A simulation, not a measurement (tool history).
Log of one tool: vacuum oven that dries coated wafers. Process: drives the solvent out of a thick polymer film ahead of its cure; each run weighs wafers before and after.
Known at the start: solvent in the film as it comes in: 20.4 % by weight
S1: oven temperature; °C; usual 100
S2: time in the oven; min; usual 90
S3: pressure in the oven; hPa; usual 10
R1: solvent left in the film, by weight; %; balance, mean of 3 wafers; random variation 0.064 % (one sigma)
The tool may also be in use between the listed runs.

run,hour,S1,S2,S3,R1
1,0,100,90,10,4.78
2,83,100,90,10,5.03
3,125.2,100,90,9.4,4.76
4,189.2,100,90,9.4,4.82
5,235.3,100,90,9.4,5.14
6,305.4,100,90,9.4,4.99
7,399.9,100,90,9.4,5.06
8,492.1,104,90,10,3.72
9,555.9,108,51,18.7,5.62
10,624.7,106,66,5.4,4.26
11,696,97,90,30.6,8.6
12,759.2,102,54,8.9,7.4
13,813.4,102,54,8.9,7.3
14,879.8,100,87,9.3,5.69

Some steps in R1 between neighbouring runs. How much of each would the tool show without its hidden state too (settings, what came in, random variation), and how much is left for the hidden state, with any gauge scatter that isn't in both results?
The hidden state here: true wafer temperature over the reading, C; true pressure over the reading, kPa; drift of the gauge itself on solvent_pct, %.
Run 10 -> 11: S1 106 -> 97, S2 66 -> 90, S3 5.4 -> 30.6. R1 +4.34 %: hidden state +0.34, all else +4.
